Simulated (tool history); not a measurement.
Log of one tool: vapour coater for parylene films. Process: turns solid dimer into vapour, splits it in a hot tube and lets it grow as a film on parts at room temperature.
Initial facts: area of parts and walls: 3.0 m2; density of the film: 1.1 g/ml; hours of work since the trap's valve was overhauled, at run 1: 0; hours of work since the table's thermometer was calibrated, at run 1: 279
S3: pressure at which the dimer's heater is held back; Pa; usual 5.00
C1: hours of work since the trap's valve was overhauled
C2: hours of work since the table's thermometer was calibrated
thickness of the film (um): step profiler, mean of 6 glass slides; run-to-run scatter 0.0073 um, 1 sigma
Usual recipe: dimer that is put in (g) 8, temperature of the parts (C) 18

{"run": 1, "hour": 0.0, "dimer that is put in (g)": 8, "temperature of the parts (C)": 18, "S3": 5.0, "C1": 0, "C2": 279, "thickness of the film (um)": 1.089}
{"run": 2, "hour": 32.2, "dimer that is put in (g)": 8, "temperature of the parts (C)": 18, "S3": 5.0, "C1": 23, "C2": 301, "thickness of the film (um)": 1.081}
{"run": 3, "hour": 55.7, "dimer that is put in (g)": 3, "temperature of the parts (C)": 18, "S3": 5.0, "C1": 39, "C2": 318, "thickness of the film (um)": 0.405}
{"run": 4, "hour": 89.5, "dimer that is put in (g)": 3, "temperature of the parts (C)": 18, "S3": 5.0, "C1": 63, "C2": 342, "thickness of the film (um)": 0.401}
{"run": 5, "hour": 124.5, "dimer that is put in (g)": 3, "temperature of the parts (C)": 18, "S3": 5.0, "C1": 88, "C2": 366, "thickness of the film (um)": 0.396}
{"run": 6, "hour": 144.7, "dimer that is put in (g)": 8, "temperature of the parts (C)": 15, "S3": 5.0, "C1": 102, "C2": 381, "thickness of the film (um)": 1.127}
{"run": 7, "hour": 176.0, "dimer that is put in (g)": 8, "temperature of the parts (C)": 15, "S3": 5.0, "C1": 124, "C2": 403, "thickness of the film (um)": 1.124}
{"run": 8, "hour": 210.0, "dimer that is put in (g)": 8, "temperature of the parts (C)": 15, "S3": 5.0, "C1": 148, "C2": 427, "thickness of the film (um)": 1.117}
{"run": 9, "hour": 233.4, "dimer that is put in (g)": 8, "temperature of the parts (C)": 15, "S3": 5.0, "C1": 164, "C2": 443, "thickness of the film (um)": 1.111}
{"run": 10, "hour": 277.8, "dimer that is put in (g)": 8, "temperature of the parts (C)": 15, "S3": 5.0, "C1": 196, "C2": 474, "thickness of the film (um)": 1.107}
{"run": 11, "hour": 307.3, "dimer that is put in (g)": 8, "temperature of the parts (C)": 18, "S3": 4.71, "C1": 216, "C2": 495, "thickness of the film (um)": 1.043}
{"run": 12, "hour": 345.3, "dimer that is put in (g)": 8, "temperature of the parts (C)": 18, "S3": 4.71, "C1": 243, "C2": 522, "thickness of the film (um)": 1.044}
{"run": 13, "hour": 381.2, "dimer that is put in (g)": 8, "temperature of the parts (C)": 18, "S3": 5.0, "C1": 268, "C2": 547, "thickness of the film (um)": 1.016}
{"run": 14, "hour": 418.9, "dimer that is put in (g)": 8, "temperature of the parts (C)": 18, "S3": 5.0, "C1": 295, "C2": 574, "thickness of the film (um)": 1.009}
{"hour": 429.2, "done": "trap's valve overhauled"}
{"run": 15, "hour": 457.4, "dimer that is put in (g)": 8, "temperature of the parts (C)": 18, "S3": 5.0, "C1": 20, "C2": 598, "thickness of the film (um)": 1.087}
{"run": 16, "hour": 494.9, "dimer that is put in (g)": 12, "temperature of the parts (C)": 18, "S3": 5.0, "C1": 46, "C2": 624, "thickness of the film (um)": 1.612}
{"run": 17, "hour": 536.2, "dimer that is put in (g)": 8, "temperature of the parts (C)": 18, "S3": 5.0, "C1": 75, "C2": 653, "thickness of the film (um)": 1.077}
{"run": 18, "hour": 558.9, "dimer that is put in (g)": 8, "temperature of the parts (C)": 12, "S3": 5.0, "C1": 91, "C2": 669, "thickness of the film (um)": 1.222}
{"run": 19, "hour": 583.7, "dimer that is put in (g)": 8, "temperature of the parts (C)": 18, "S3": 3.32, "C1": 109, "C2": 687, "thickness of the film (um)": 1.135}
{"run": 20, "hour": 619.0, "dimer that is put in (g)": 5, "temperature of the parts (C)": 12, "S3": 6.06, "C1": 134, "C2": 712, "thickness of the film (um)": 0.728}
{"run": 21, "hour": 650.3, "dimer that is put in (g)": 5, "temperature of the parts (C)": 12, "S3": 6.06, "C1": 156, "C2": 734, "thickness of the film (um)": 0.729}
{"run": 22, "hour": 695.0, "dimer that is put in (g)": 8, "temperature of the parts (C)": 19, "S3": 8.87, "C1": 187, "C2": 765, "thickness of the film (um)": 0.935}
{"run": 23, "hour": 734.6, "dimer that is put in (g)": 4, "temperature of the parts (C)": 12, "S3": 5.0, "C1": 215, "C2": 793, "thickness of the film (um)": 0.583}
{"run": 24, "hour": 759.7, "dimer that is put in (g)": 8, "temperature of the parts (C)": 19, "S3": 5.0, "C1": 233, "C2": 811, "thickness of the film (um)": 1.018}
{"run": 25, "hour": 778.8, "dimer that is put in (g)": 4, "temperature of the parts (C)": 19, "S3": 5.0, "C1": 246, "C2": 824, "thickness of the film (um)": 0.502}
{"run": 26, "hour": 804.7, "dimer that is put in (g)": 8, "temperature of the parts (C)": 11, "S3": 5.14, "C1": 264, "C2": 842, "thickness of the film (um)": 1.187}
{"run": 27, "hour": 831.1, "dimer that is put in (g)": 12, "temperature of the parts (C)": 18, "S3": 2.6, "C1": 283, "C2": 861, "thickness of the film (um)": 1.717}
{"hour": 858.3, "done": "trap's valve overhauled"}
{"run": 28, "hour": 873.6, "dimer that is put in (g)": 8, "temperature of the parts (C)": 20, "S3": 5.64, "C1": 11, "C2": 888, "thickness of the film (um)": 1.016}
{"run": 29, "hour": 899.6, "dimer that is put in (g)": 4, "temperature of the parts (C)": 24, "S3": 5.64, "C1": 29, "C2": 906, "thickness of the film (um)": 0.461}
{"run": 30, "hour": 942.5, "dimer that is put in (g)": 6, "temperature of the parts (C)": 11, "S3": 4.17, "C1": 59, "C2": 937, "thickness of the film (um)": 0.956}
{"run": 31, "hour": 968.6, "dimer that is put in (g)": 6, "temperature of the parts (C)": 11, "S3": 4.17, "C1": 78, "C2": 955, "thickness of the film (um)": 0.945}
{"run": 32, "hour": 1002.2, "dimer that is put in (g)": 7, "temperature of the parts (C)": 11, "S3": 5.45, "C1": 101, "C2": 979, "thickness of the film (um)": 1.055}
{"run": 33, "hour": 1045.9, "dimer that is put in (g)": 7, "temperature of the parts (C)": 11, "S3": 5.45, "C1": 132, "C2": 1009, "thickness of the film (um)": 1.047}
{"run": 34, "hour": 1071.9, "dimer that is put in (g)": 5, "temperature of the parts (C)": 16, "S3": 2.1, "C1": 150, "C2": 1028, "thickness of the film (um)": 0.773}
{"run": 35, "hour": 1095.5, "dimer that is put in (g)": 14, "temperature of the parts (C)": 21, "S3": 9.39, "C1": 167, "C2": 1044, "thickness of the film (um)": 1.553}
{"run": 36, "hour": 1127.5, "dimer that is put in (g)": 8, "temperature of the parts (C)": 13, "S3": 3.96, "C1": 189, "C2": 1067, "thickness of the film (um)": 1.192}

Consider 5 possible next runs. They are alternatives, not a sequence: every one starts from the tool as it was left by run 36. What does each give?
{"run": "A", "hour": 1157.0, "dimer that is put in (g)": 8, "temperature of the parts (C)": 18, "S3": 3.67, "C1": 210, "C2": 1088, "thickness of the film (um)": "?"}
{"run": "B", "hour": 1157.0, "dimer that is put in (g)": 3, "temperature of the parts (C)": 18, "S3": 5.23, "C1": 210, "C2": 1088, "thickness of the film (um)": "?"}
{"run": "C", "hour": 1157.0, "dimer that is put in (g)": 8, "temperature of the parts (C)": 13, "S3": 8.1, "C1": 210, "C2": 1088, "thickness of the film (um)": "?"}
{"run": "D", "hour": 1157.0, "dimer that is put in (g)": 6, "temperature of the parts (C)": 24, "S3": 5.0, "C1": 210, "C2": 1088, "thickness of the film (um)": "?"}
{"run": "E", "hour": 1157.0, "dimer that is put in (g)": 8, "temperature of the parts (C)": 13, "S3": 3.68, "C1": 210, "C2": 1088, "thickness of the film (um)": "?"}

run=A thickness_of_the_film_(um)=1.096
run=B thickness_of_the_film_(um)=0.394
run=C thickness_of_the_film_(um)=1.072
run=D thickness_of_the_film_(um)=0.678
run=E thickness_of_the_film_(um)=1.202
Had the tool no hidden state, the same runs would have come out as:
run=A thickness_of_the_film_(um)=1.161
run=B thickness_of_the_film_(um)=0.417
run=C thickness_of_the_film_(um)=1.135
run=D thickness_of_the_film_(um)=0.719
run=E thickness_of_the_film_(um)=1.274
